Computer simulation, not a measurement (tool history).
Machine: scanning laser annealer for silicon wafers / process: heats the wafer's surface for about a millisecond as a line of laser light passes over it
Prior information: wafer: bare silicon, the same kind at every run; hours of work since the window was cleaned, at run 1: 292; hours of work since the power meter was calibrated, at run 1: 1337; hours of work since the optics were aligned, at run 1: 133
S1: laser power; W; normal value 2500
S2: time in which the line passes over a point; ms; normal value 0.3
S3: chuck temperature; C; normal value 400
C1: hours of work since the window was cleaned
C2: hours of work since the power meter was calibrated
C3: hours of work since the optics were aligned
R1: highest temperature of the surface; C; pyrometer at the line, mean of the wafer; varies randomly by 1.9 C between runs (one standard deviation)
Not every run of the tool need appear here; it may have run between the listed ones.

run,hour,S1,S2,S3,C1,C2,C3,R1
1,0,2500,0.3,400,292,1337,133,1157
2,48.9,2500,0.3,400,323,1368,164,1156
3,89.3,2500,0.3,402,349,1393,190,1154
4,146.8,2610,0.3,400,385,1430,226,1196
# hour 171.8: window over the wafer cleaned
5,187.7,2610,0.3,400,10,1454,251,1219
6,220.1,2610,0.3,400,31,1475,272,1220
7,269.9,2500,0.225,400,62,1506,303,1074
8,318.9,2500,0.225,400,93,1537,334,1072
9,370.6,2500,0.225,400,126,1570,367,1070
10,402.1,2500,0.3,400,146,1590,387,1167
11,459.6,2500,0.3,400,182,1626,423,1164
12,518.7,2500,0.3,400,220,1664,461,1162
13,545.2,2299,0.3,400,236,1681,478,1085
14,600.6,2371,0.214,400,272,1716,513,1006
15,627.3,2371,0.214,400,288,1733,530,1005
16,681.1,2555,0.321,379,323,1767,564,1178
17,719.8,2555,0.321,379,347,1791,588,1179
18,762.7,2487,0.3,392,374,1818,615,1135
# hour 802.1: window over the wafer cleaned
19,822.4,2500,0.3,429,13,1855,652,1204
20,877.8,2500,0.3,425,48,1890,687,1200
21,905.5,2500,0.3,425,65,1908,704,1197
22,964.6,2587,0.3,425,103,1945,742,1227
23,991.3,2588,0.256,395,120,1962,759,1137
24,1031.7,2535,0.355,386,145,1987,784,1233

Forecast each of these 3 alternatives for the next run:
A,1082.3,2353,0.361,364,177,2020,816,?
B,1082.3,2403,0.355,386,177,2020,816,?
C,1082.3,2397,0.298,400,177,2020,816,?

run,R1
A,1136
B,1174
C,1122
Without the tool's unlogged condition, the same runs would have read:
run,R1
A,1154
B,1191
C,1138
